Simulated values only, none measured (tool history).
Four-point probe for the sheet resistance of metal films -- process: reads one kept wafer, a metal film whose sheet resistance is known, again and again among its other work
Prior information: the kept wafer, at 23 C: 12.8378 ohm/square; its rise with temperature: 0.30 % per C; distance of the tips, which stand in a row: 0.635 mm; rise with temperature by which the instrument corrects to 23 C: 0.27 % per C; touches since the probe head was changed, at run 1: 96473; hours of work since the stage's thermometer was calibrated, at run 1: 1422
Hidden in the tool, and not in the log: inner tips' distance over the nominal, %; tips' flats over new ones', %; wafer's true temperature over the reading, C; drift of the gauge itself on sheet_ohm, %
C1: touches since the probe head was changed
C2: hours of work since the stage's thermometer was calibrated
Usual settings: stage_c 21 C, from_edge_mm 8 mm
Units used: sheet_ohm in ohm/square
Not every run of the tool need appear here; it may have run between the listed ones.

run 1 hour=0 | stage_c=21 from_edge_mm=8 | C1=96473 C2=1422 | sheet_ohm=13.016041
run 2 hour=116.3 | stage_c=21 from_edge_mm=8 | C1=99742 C2=1476 | sheet_ohm=13.021769
run 3 hour=237.8 | stage_c=21 from_edge_mm=8 | C1=103159 C2=1532 | sheet_ohm=13.023966
run 4 hour=351.7 | stage_c=21 from_edge_mm=8 | C1=106364 C2=1585 | sheet_ohm=13.026651
run 5 hour=409.2 | stage_c=18 from_edge_mm=8 | C1=107980 C2=1612 | sheet_ohm=13.013986
run 6 hour=530.1 | stage_c=21 from_edge_mm=8 | C1=111380 C2=1668 | sheet_ohm=13.025846
run 7 hour=621.6 | stage_c=21 from_edge_mm=65 | C1=113953 C2=1710 | sheet_ohm=12.998854
run 8 hour=733.1 | stage_c=21 from_edge_mm=65 | C1=117087 C2=1762 | sheet_ohm=12.994349
run 9 hour=806.2 | stage_c=21 from_edge_mm=3 | C1=119143 C2=1795 | sheet_ohm=13.303214
run 10 hour=922.8 | stage_c=21 from_edge_mm=3 | C1=122421 C2=1849 | sheet_ohm=13.312127
run 11 hour=978.1 | stage_c=21 from_edge_mm=7 | C1=123975 C2=1875 | sheet_ohm=13.060681
run 12 hour=1044.7 | stage_c=21 from_edge_mm=7 | C1=125848 C2=1906 | sheet_ohm=13.05973
run 13 hour=1165.5 | stage_c=33 from_edge_mm=8 | C1=129245 C2=1962 | sheet_ohm=13.104684
run 14 hour=1241.3 | stage_c=33 from_edge_mm=8 | C1=131376 C2=1997 | sheet_ohm=13.100489
run 15 hour=1317 | stage_c=33 from_edge_mm=4 | C1=133506 C2=2032 | sheet_ohm=13.235955
run 16 hour=1390.2 | stage_c=33 from_edge_mm=4 | C1=135563 C2=2066 | sheet_ohm=13.238166
run 17 hour=1449.8 | stage_c=33 from_edge_mm=4 | C1=137239 C2=2094 | sheet_ohm=13.238374
run 18 hour=1514.6 | stage_c=21 from_edge_mm=8 | C1=139062 C2=2124 | sheet_ohm=13.0637
run 19 hour=1610.8 | stage_c=30 from_edge_mm=8 | C1=141765 C2=2168 | sheet_ohm=13.104815

For run 20, what comes out?
run 20 hour=1713 | stage_c=30 from_edge_mm=5 | C1=144640 C2=2215 | sheet_ohm=?

{"run 20": {"sheet_ohm": 13.176163}}
Had the tool carried no hidden state, the very same run would have given sheet_ohm 12.977951 ohm/square.
